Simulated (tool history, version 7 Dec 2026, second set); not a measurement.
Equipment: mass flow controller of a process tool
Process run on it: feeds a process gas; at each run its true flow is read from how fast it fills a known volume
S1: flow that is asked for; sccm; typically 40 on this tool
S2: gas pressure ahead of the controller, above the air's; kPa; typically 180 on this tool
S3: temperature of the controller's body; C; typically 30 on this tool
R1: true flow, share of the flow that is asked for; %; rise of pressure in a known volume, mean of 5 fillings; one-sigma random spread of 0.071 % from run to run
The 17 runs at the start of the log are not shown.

run     hour  S1   S2  S3      R1
 18   7138.5   5  254  30  104.53
 19   7617.0   5  254  30  105.37
 20   7860.0   7  180  26  103.42
 21   8405.8   7  180  26  104.17
 22   8719.6  20  180  23   99.84
 23   9271.9   6  185  35  106.59
 24   9732.3   8  209  35  104.75
 25  10203.2   9  200  21  103.89
     10234.2  -- controller's zero set anew
     10382.1  -- controller exchanged for a calibrated one
 26  10789.1   9  173  21  100.52
 27  11069.8   5  180  38  102.31
 28  11414.8   5  180  38  103.00
 29  11973.8   8  180  22  101.94
 30  12452.9  23  180  22  100.57
 31  12865.2  40  200  30  100.60
 32  13418.4  16  207  30  101.47
 33  13687.7  16  207  30  101.86
 34  14127.9   8  150  27  104.66
 35  14604.2  17  180  27  101.91
 36  15142.1  17  180  27  102.05
 37  15567.5  17  180  27  102.27

Forecast each of these 5 alternatives for the next run:
  A  15811.4  12  180  22   ?
  B  15811.4  11  180  30   ?
  C  15811.4  40  251  21   ?
  D  15811.4  40  180  25   ?
  E  15811.4  48  194  35   ?

run      R1
  A  103.45
  B  104.34
  C  100.25
  D  100.61
  E  100.83
What these runs would have given with no unlogged condition in the tool:
run      R1
  A   99.53
  B   99.98
  C   99.67
  D  100.03
  E  100.48
